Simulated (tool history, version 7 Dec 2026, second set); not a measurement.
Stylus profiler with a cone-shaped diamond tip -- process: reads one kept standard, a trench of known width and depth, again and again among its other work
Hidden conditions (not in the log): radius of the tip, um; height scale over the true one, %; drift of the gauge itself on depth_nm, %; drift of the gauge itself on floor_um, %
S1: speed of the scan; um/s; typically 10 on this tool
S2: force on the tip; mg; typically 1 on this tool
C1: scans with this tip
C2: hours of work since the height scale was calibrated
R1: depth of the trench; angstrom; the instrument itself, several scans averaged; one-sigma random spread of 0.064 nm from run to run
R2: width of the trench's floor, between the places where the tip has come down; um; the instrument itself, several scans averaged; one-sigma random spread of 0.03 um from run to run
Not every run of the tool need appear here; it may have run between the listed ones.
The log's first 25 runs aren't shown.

| run | hour | S1 | S2 | C1 | C2 | R1 | R2 |
|---|---|---|---|---|---|---|---|
| 26 | 971.5 | 16 | 0.42 | 6144 | 572 | 2002.3 | 46.17 |
| 27 | 1015.9 | 3 | 0.79 | 6406 | 596 | 2004 | 46.23 |
| 28 | 1064.1 | 7 | 1.7 | 6690 | 623 | 2008.6 | 46.16 |
| 29 | 1103.1 | 25 | 0.93 | 6921 | 644 | 2004.9 | 46 |
| 30 | 1130.4 | 33 | 0.76 | 7082 | 659 | 2002.2 | 45.99 |
| 31 | 1186.9 | 5 | 0.85 | 7416 | 690 | 2003 | 46.04 |
| 32 | 1233 | 5 | 0.85 | 7689 | 715 | 2004.3 | 46 |
| 33 | 1266.7 | 5 | 0.85 | 7888 | 734 | 2004 | 46 |
| 34 | 1325.4 | 6 | 2.64 | 8234 | 766 | 2010.3 | 45.97 |
| 35 | 1376.4 | 3 | 2.64 | 8535 | 794 | 2011.1 | 45.94 |
| 36 | 1421.7 | 9 | 2.56 | 8803 | 819 | 2009.6 | 45.92 |
| 37 | 1457.6 | 19 | 0.39 | 9015 | 839 | 2001.7 | 45.75 |
| 38 | 1499.4 | 7 | 1.24 | 9262 | 862 | 2004.8 | 45.89 |
| 39 | 1540.2 | 28 | 0.44 | 9503 | 884 | 1999.2 | 45.61 |
| 40 | 1572.3 | 8 | 1.16 | 9693 | 902 | 2004.3 | 45.78 |
| 41 | 1624.7 | 8 | 1.16 | 10003 | 931 | 2003.6 | 45.79 |
| 42 | 1665.8 | 3 | 1.41 | 10245 | 953 | 2005.1 | 45.72 |
| 43 | 1706.5 | 3 | 1.41 | 10485 | 976 | 2005.4 | 45.71 |

Each row is a separate what-if for the run after 43, all from the same tool condition, not one after another. Results?
| A | 1747.5 | 6 | 1.24 | 10728 | 998 | ? | ? |
| B | 1747.5 | 10 | 0.76 | 10728 | 998 | ? | ? |
| C | 1747.5 | 3 | 2.35 | 10728 | 998 | ? | ? |

| run | R1 | R2 |
|---|---|---|
| A | 2005.7 | 45.67 |
| B | 2001.6 | 45.65 |
| C | 2008.6 | 45.7 |
Take away the tool's hidden state, keep each run's random variation, and the runs would have read:
| run | R1 | R2 |
|---|---|---|
| A | 2009.2 | 47.16 |
| B | 2005.1 | 47.15 |
| C | 2012.2 | 47.19 |
